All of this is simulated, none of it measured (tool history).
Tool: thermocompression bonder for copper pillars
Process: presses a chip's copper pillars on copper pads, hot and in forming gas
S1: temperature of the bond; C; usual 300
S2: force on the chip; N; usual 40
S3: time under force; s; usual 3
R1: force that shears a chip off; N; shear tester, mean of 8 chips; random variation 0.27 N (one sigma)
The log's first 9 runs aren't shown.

{"run": 10, "hour": 139.3, "S1": 300, "S2": 25, "S3": 3, "R1": 30.3}
{"run": 11, "hour": 161.4, "S1": 288, "S2": 40, "S3": 3, "R1": 35.2}
{"run": 12, "hour": 182.1, "S1": 300, "S2": 40, "S3": 2, "R1": 32.8}
{"run": 13, "hour": 191.9, "S1": 300, "S2": 40, "S3": 2, "R1": 32.7}
{"run": 14, "hour": 208.6, "S1": 300, "S2": 40, "S3": 2, "R1": 32.7}
{"run": 15, "hour": 224.8, "S1": 300, "S2": 40, "S3": 2, "R1": 33.3}
{"run": 16, "hour": 238.7, "S1": 300, "S2": 40, "S3": 2, "R1": 33.0}
{"run": 17, "hour": 253.2, "S1": 300, "S2": 40, "S3": 6, "R1": 49.0}
{"run": 18, "hour": 268.5, "S1": 285, "S2": 40, "S3": 9, "R1": 49.8}
{"run": 19, "hour": 280.6, "S1": 303, "S2": 27, "S3": 3, "R1": 32.3}
{"run": 20, "hour": 294.0, "S1": 294, "S2": 34, "S3": 3, "R1": 33.9}
{"run": 21, "hour": 317.6, "S1": 300, "S2": 47, "S3": 2, "R1": 35.6}
{"run": 22, "hour": 338.2, "S1": 300, "S2": 47, "S3": 2, "R1": 35.0}
{"run": 23, "hour": 356.3, "S1": 292, "S2": 34, "S3": 2, "R1": 27.7}
{"run": 24, "hour": 371.7, "S1": 300, "S2": 40, "S3": 5, "R1": 45.5}
{"run": 25, "hour": 385.1, "S1": 322, "S2": 27, "S3": 3, "R1": 37.6}
{"run": 26, "hour": 398.2, "S1": 323, "S2": 32, "S3": 2, "R1": 35.0}
{"run": 27, "hour": 421.2, "S1": 323, "S2": 32, "S3": 2, "R1": 34.7}
{"hour": 430.8, "done": "forming gas filter changed"}
{"run": 28, "hour": 442.7, "S1": 282, "S2": 55, "S3": 8, "R1": 57.1}
{"run": 29, "hour": 460.9, "S1": 297, "S2": 29, "S3": 4, "R1": 38.2}
{"run": 30, "hour": 482.0, "S1": 282, "S2": 28, "S3": 2, "R1": 24.3}
{"run": 31, "hour": 494.1, "S1": 282, "S2": 28, "S3": 2, "R1": 24.1}
{"run": 32, "hour": 504.2, "S1": 311, "S2": 28, "S3": 2, "R1": 31.5}
{"run": 33, "hour": 519.4, "S1": 311, "S2": 28, "S3": 2, "R1": 31.8}
{"run": 34, "hour": 530.0, "S1": 287, "S2": 56, "S3": 8, "R1": 59.0}

Forecast each of these 3 alternatives for the next run:
{"run": "A", "hour": 540.3, "S1": 274, "S2": 56, "S3": 3, "R1": "?"}
{"run": "B", "hour": 540.3, "S1": 307, "S2": 40, "S3": 3, "R1": "?"}
{"run": "C", "hour": 540.3, "S1": 300, "S2": 30, "S3": 3, "R1": "?"}

run=A R1=37.3
run=B R1=42.2
run=C R1=35.3
Without the tool's hidden state the same runs would have given:
run=A R1=34.1
run=B R1=39.2
run=C R1=32.5
